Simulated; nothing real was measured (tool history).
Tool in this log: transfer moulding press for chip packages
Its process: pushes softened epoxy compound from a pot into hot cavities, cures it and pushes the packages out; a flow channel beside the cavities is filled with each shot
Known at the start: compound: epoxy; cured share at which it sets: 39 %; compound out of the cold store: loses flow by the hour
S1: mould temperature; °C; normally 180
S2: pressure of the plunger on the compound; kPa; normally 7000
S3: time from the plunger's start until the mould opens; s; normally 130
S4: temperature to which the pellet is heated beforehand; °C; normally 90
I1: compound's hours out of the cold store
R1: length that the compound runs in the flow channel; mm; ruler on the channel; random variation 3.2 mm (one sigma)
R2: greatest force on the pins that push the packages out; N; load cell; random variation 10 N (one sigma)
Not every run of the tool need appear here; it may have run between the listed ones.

run 1 hour=0.0 | S1=180 S2=7000 S3=130 S4=90 | I1=40.3 | R1=648 R2=750
run 2 hour=49.7 | S1=180 S2=7000 S3=130 S4=90 | I1=18.8 | R1=695 R2=587
run 3 hour=108.7 | S1=180 S2=7000 S3=130 S4=90 | I1=9.5 | R1=715 R2=904
run 4 hour=170.0 | S1=180 S2=7000 S3=130 S4=90 | I1=29.8 | R1=662 R2=803
run 5 hour=214.2 | S1=180 S2=7000 S3=130 S4=90 | I1=37.1 | R1=643 R2=557
run 6 hour=243.1 | S1=180 S2=7000 S3=130 S4=90 | I1=39.2 | R1=641 R2=762
run 7 hour=302.1 | S1=180 S2=7000 S3=130 S4=90 | I1=16.9 | R1=686 R2=633
run 8 hour=353.2 | S1=180 S2=7000 S3=130 S4=90 | I1=32.0 | R1=645 R2=839
run 9 hour=414.8 | S1=180 S2=7000 S3=159 S4=90 | I1=26.4 | R1=665 R2=752
run 10 hour=479.2 | S1=180 S2=7000 S3=130 S4=90 | I1=42.3 | R1=631 R2=713
run 11 hour=519.9 | S1=180 S2=7000 S3=130 S4=90 | I1=18.1 | R1=676 R2=900
run 12 hour=565.7 | S1=180 S2=7000 S3=130 S4=90 | I1=47.1 | R1=608 R2=708
run 13 hour=598.9 | S1=180 S2=5580 S3=130 S4=90 | I1=39.8 | R1=555 R2=860
run 14 hour=644.6 | S1=180 S2=5580 S3=130 S4=90 | I1=8.4 | R1=622 R2=740
run 15 hour=714.0 | S1=180 S2=5580 S3=130 S4=90 | I1=37.9 | R1=588 R2=653
run 16 hour=754.3 | S1=180 S2=5580 S3=169 S4=92 | I1=35.2 | R1=594 R2=767
run 17 hour=782.5 | S1=180 S2=5580 S3=143 S4=86 | I1=8.2 | R1=649 R2=553
run 18 hour=845.8 | S1=180 S2=5580 S3=143 S4=86 | I1=28.7 | R1=607 R2=835
run 19 hour=891.0 | S1=180 S2=5580 S3=143 S4=86 | I1=27.0 | R1=602 R2=689
run 20 hour=922.8 | S1=180 S2=5510 S3=143 S4=86 | I1=35.0 | R1=582 R2=786
run 21 hour=988.4 | S1=174 S2=5510 S3=143 S4=81 | I1=10.6 | R1=651 R2=941
run 22 hour=1042.6 | S1=182 S2=7000 S3=131 S4=90 | I1=9.0 | R1=703 R2=640
run 23 hour=1079.1 | S1=182 S2=7110 S3=130 S4=90 | I1=30.0 | R1=655 R2=792
run 24 hour=1139.0 | S1=182 S2=6870 S3=139 S4=90 | I1=17.9 | R1=673 R2=685
run 25 hour=1187.3 | S1=175 S2=8330 S3=130 S4=94 | I1=16.1 | R1=781 R2=696
run 26 hour=1221.6 | S1=175 S2=8330 S3=141 S4=93 | I1=18.1 | R1=769 R2=834
run 27 hour=1263.5 | S1=175 S2=8330 S3=134 S4=93 | I1=19.5 | R1=762 R2=615

Removed from this log: 18 entries logged between the listed runs. Between which two listed runs does each belong, and how does the tool's hidden state at the listed run before it compare with that at the listed run after it?
Logged between run 1 and run 2: cavities cleaned with cleaning compound and waxed (hour 37.4)
  true mould temperature over the reading, C: -0.07 -> -0.09; pressure that reaches the compound, % of what is set: 97.32 -> 96.78; grip of the stained cavities, % over clean ones': 57.9 -> 22
  measured less the result without the state, R1: -8 -> -12 mm; R2: +278 -> +108 N
Logged between run 3 and run 4: cavities cleaned with cleaning compound and waxed (hour 118.4)
  true mould temperature over the reading, C: -0.11 -> -0.14; pressure that reaches the compound, % of what is set: 96.19 -> 95.57; grip of the stained cavities, % over clean ones': 80.4 -> 67.4
  measured less the result without the state, R1: -14 -> -15 mm; R2: +405 -> +326 N
Logged between run 4 and run 5: cavities cleaned with cleaning compound and waxed (hour 200.8)
  true mould temperature over the reading, C: -0.14 -> -0.15; pressure that reaches the compound, % of what is set: 95.57 -> 95.12; grip of the stained cavities, % over clean ones': 67.4 -> 21.9
  measured less the result without the state, R1: -15 -> -15 mm; R2: +326 -> +102 N
Logged between run 6 and run 7: cavities cleaned with cleaning compound and waxed (hour 284.0)
  true mould temperature over the reading, C: -0.17 -> -0.19; pressure that reaches the compound, % of what is set: 94.8 -> 94.19; grip of the stained cavities, % over clean ones': 58.1 -> 27.4
  measured less the result without the state, R1: -17 -> -21 mm; R2: +281 -> +140 N
Logged between run 8 and run 9: cavities cleaned with cleaning compound and waxed (hour 363.6)
  true mould temperature over the reading, C: -0.21 -> -0.24; pressure that reaches the compound, % of what is set: 93.63 -> 93.04; grip of the stained cavities, % over clean ones': 78.4 -> 66.3
  measured less the result without the state, R1: -21 -> -23 mm; R2: +373 -> +301 N
Logged between run 9 and run 10: cavities cleaned with cleaning compound and waxed (hour 444.3)
  true mould temperature over the reading, C: -0.24 -> -0.26; pressure that reaches the compound, % of what is set: 93.04 -> 92.36; grip of the stained cavities, % over clean ones': 66.3 -> 49.5
  measured less the result without the state, R1: -23 -> -25 mm; R2: +301 -> +239 N
Logged between run 11 and run 12: cavities cleaned with cleaning compound and waxed (hour 524.1); mould's thermocouples calibrated (hour 530.4)
  true mould temperature over the reading, C: -0.28 -> 0.16; pressure that reaches the compound, % of what is set: 91.98 -> 91.54; grip of the stained cavities, % over clean ones': 84.4 -> 56
  measured less the result without the state, R1: -28 -> -28 mm; R2: +420 -> +252 N
Logged between run 13 and run 14: cavities cleaned with cleaning compound and waxed (hour 604.8)
  true mould temperature over the reading, C: 0.15 -> 0.13; pressure that reaches the compound, % of what is set: 91.19 -> 90.75; grip of the stained cavities, % over clean ones': 84.3 -> 51.3
  measured less the result without the state, R1: -27 -> -31 mm; R2: +393 -> +249 N
Logged between run 14 and run 15: cavities cleaned with cleaning compound and waxed (hour 688.3); plunger's sealing rings changed (hour 714.0)
  true mould temperature over the reading, C: 0.13 -> 0.1; pressure that reaches the compound, % of what is set: 90.75 -> 99.96; grip of the stained cavities, % over clean ones': 51.3 -> 35.8
  measured less the result without the state, R1: -31 -> +0 mm; R2: +249 -> +171 N
Logged between run 16 and run 17: cavities cleaned with cleaning compound and waxed (hour 773.3)
  true mould temperature over the reading, C: 0.08 -> 0.07; pressure that reaches the compound, % of what is set: 99.5 -> 99.23; grip of the stained cavities, % over clean ones': 77.3 -> 17
  measured less the result without the state, R1: -2 -> -3 mm; R2: +333 -> +80 N
Logged between run 18 and run 19: cavities cleaned with cleaning compound and waxed (hour 853.3)
  true mould temperature over the reading, C: 0.05 -> 0.03; pressure that reaches the compound, % of what is set: 98.53 -> 98.09; grip of the stained cavities, % over clean ones': 80.6 -> 49.8
  measured less the result without the state, R1: -5 -> -6 mm; R2: +368 -> +229 N
Logged between run 20 and run 21: cavities cleaned with cleaning compound and waxed (hour 934.3)
  true mould temperature over the reading, C: 0.02 -> -0.01; pressure that reaches the compound, % of what is set: 97.72 -> 97.01; grip of the stained cavities, % over clean ones': 78.6 -> 65.8
  measured less the result without the state, R1: -7 -> -10 mm; R2: +347 -> +371 N
Logged between run 21 and run 22: cavities cleaned with cleaning compound and waxed (hour 1017.2)
  true mould temperature over the reading, C: -0.01 -> -0.03; pressure that reaches the compound, % of what is set: 97.01 -> 96.39; grip of the stained cavities, % over clean ones': 65.8 -> 37.9
  measured less the result without the state, R1: -10 -> -13 mm; R2: +371 -> +178 N
Logged between run 23 and run 24: cavities cleaned with cleaning compound and waxed (hour 1099.2)
  true mould temperature over the reading, C: -0.05 -> -0.07; pressure that reaches the compound, % of what is set: 96.06 -> 95.44; grip of the stained cavities, % over clean ones': 73.2 -> 52.5
  measured less the result without the state, R1: -14 -> -16 mm; R2: +338 -> +236 N
Logged between run 24 and run 25: cavities cleaned with cleaning compound and waxed (hour 1180.9)
  true mould temperature over the reading, C: -0.07 -> -0.09; pressure that reaches the compound, % of what is set: 95.44 -> 94.94; grip of the stained cavities, % over clean ones': 52.5 -> 14.6
  measured less the result without the state, R1: -16 -> -20 mm; R2: +236 -> +91 N
Logged between run 26 and run 27: cavities cleaned with cleaning compound and waxed (hour 1262.2)
  true mould temperature over the reading, C: -0.11 -> -0.12; pressure that reaches the compound, % of what is set: 94.59 -> 94.19; grip of the stained cavities, % over clean ones': 55 -> 3.3
  measured less the result without the state, R1: -21 -> -23 mm; R2: +300 -> +24 N
